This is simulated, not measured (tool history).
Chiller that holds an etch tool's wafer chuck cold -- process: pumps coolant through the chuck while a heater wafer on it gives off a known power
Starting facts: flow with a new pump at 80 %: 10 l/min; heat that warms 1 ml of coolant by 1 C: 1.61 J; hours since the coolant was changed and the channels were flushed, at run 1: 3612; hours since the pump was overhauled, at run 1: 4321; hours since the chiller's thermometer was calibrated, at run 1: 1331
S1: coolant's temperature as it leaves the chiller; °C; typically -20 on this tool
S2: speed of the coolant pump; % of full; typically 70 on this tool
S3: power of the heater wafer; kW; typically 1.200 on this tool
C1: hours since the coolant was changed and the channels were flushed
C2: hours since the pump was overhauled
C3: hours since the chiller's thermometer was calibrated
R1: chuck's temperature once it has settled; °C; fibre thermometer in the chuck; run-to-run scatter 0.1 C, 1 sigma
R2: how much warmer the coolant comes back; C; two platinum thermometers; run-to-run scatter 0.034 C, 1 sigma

run    hour   S1  S2     S3    C1    C2    C3     R1    R2
  1     0.0  -20  70  1.200  3612  4321  1331   -8.8  5.53
  2   171.8  -20  70  1.200  3784  4493  1502   -8.8  5.52
  3   350.0  -20  85  1.200  3962  4671  1681  -10.1  4.58
  4   533.4  -20  85  1.200  4145  4855  1864  -10.1  4.54
  5   644.4  -16  85  1.200  4256  4966  1975   -5.8  4.58
      702.3  -- chiller's thermometer calibrated
  6   791.2  -20  70  1.200  4402  5112    89   -8.8  5.56
  7   880.4  -20  70  1.200  4491  5201   178   -8.7  5.64
  8   973.5  -20  70  1.200  4584  5294   271   -8.6  5.59
  9  1116.2  -20  70  1.200  4727  5437   414   -8.7  5.56
 10  1234.9  -20  70  1.536  4846  5555   533   -5.5  7.14
 11  1398.2  -20  70  1.495  5009  5719   696   -5.6  7.02
 12  1565.5  -24  70  1.200  5176  5886   863  -12.3  5.70
 13  1641.6  -20  70  1.200  5252  5962   939   -8.6  5.66
 14  1788.8  -20  70  1.200  5400  6109  1086   -8.3  5.65
 15  1961.0  -20  70  1.200  5572  6281  1259   -8.3  5.63
 16  2083.7  -20  70  1.200  5694  6404  1381   -8.4  5.65
 17  2221.1  -24  74  1.031  5832  6542  1519  -14.4  4.65
 18  2365.2  -29  94  1.200  5976  6686  1663  -19.3  4.18
 19  2478.7  -20  70  0.901  6090  6799  1776  -11.2  4.29
 20  2622.8  -20  70  1.143  6234  6943  1920   -8.8  5.50
     2725.4  -- chiller's thermometer calibrated
 21  2788.7  -20  70  1.143  6399  7108    63   -8.6  5.54
 22  2910.6  -20  74  1.705  6520  7230   185   -3.9  7.93
 23  3027.8  -16  88  0.611  6638  7347   302  -10.6  2.32
 24  3215.5  -16  88  0.611  6825  7535   490  -10.5  2.35
 25  3396.8  -16  88  0.611  7007  7716   671  -10.7  2.37
 26  3480.7  -16  88  0.611  7090  7800   755  -10.7  2.37
 27  3602.8  -16  88  0.640  7213  7922   877  -10.3  2.53
 28  3705.0  -16  88  0.640  7315  8024   980  -10.4  2.55
 29  3830.9  -16  88  0.640  7441  8150  1106  -10.5  2.57
 30  3924.4  -14  70  1.200  7534  8244  1199   -1.9  5.92
 31  4043.9  -28  87  0.917  7654  8363  1319  -20.1  3.65

Branching from run 31: 5 alternative next runs. What would each branch give?
  A  4165.5  -28  61  1.196  7775  8485  1440   ?   ?
  B  4165.5  -20  70  0.791  7775  8485  1440   ?   ?
  C  4165.5  -14  70  1.200  7775  8485  1440   ?   ?
  D  4165.5  -21  79  1.354  7775  8485  1440   ?   ?
  E  4165.5  -20  70  1.107  7775  8485  1440   ?   ?

run     R1    R2
  A  -14.8  6.78
  B  -11.9  3.95
  C   -1.7  5.93
  D   -8.3  5.97
  E   -8.6  5.58
With the hidden condition removed and each run's random variation left untouched, the same runs would have given:
run     R1    R2
  A  -17.0  5.81
  B  -13.3  3.39
  C   -3.8  5.08
  D  -10.4  5.12
  E  -10.5  4.79
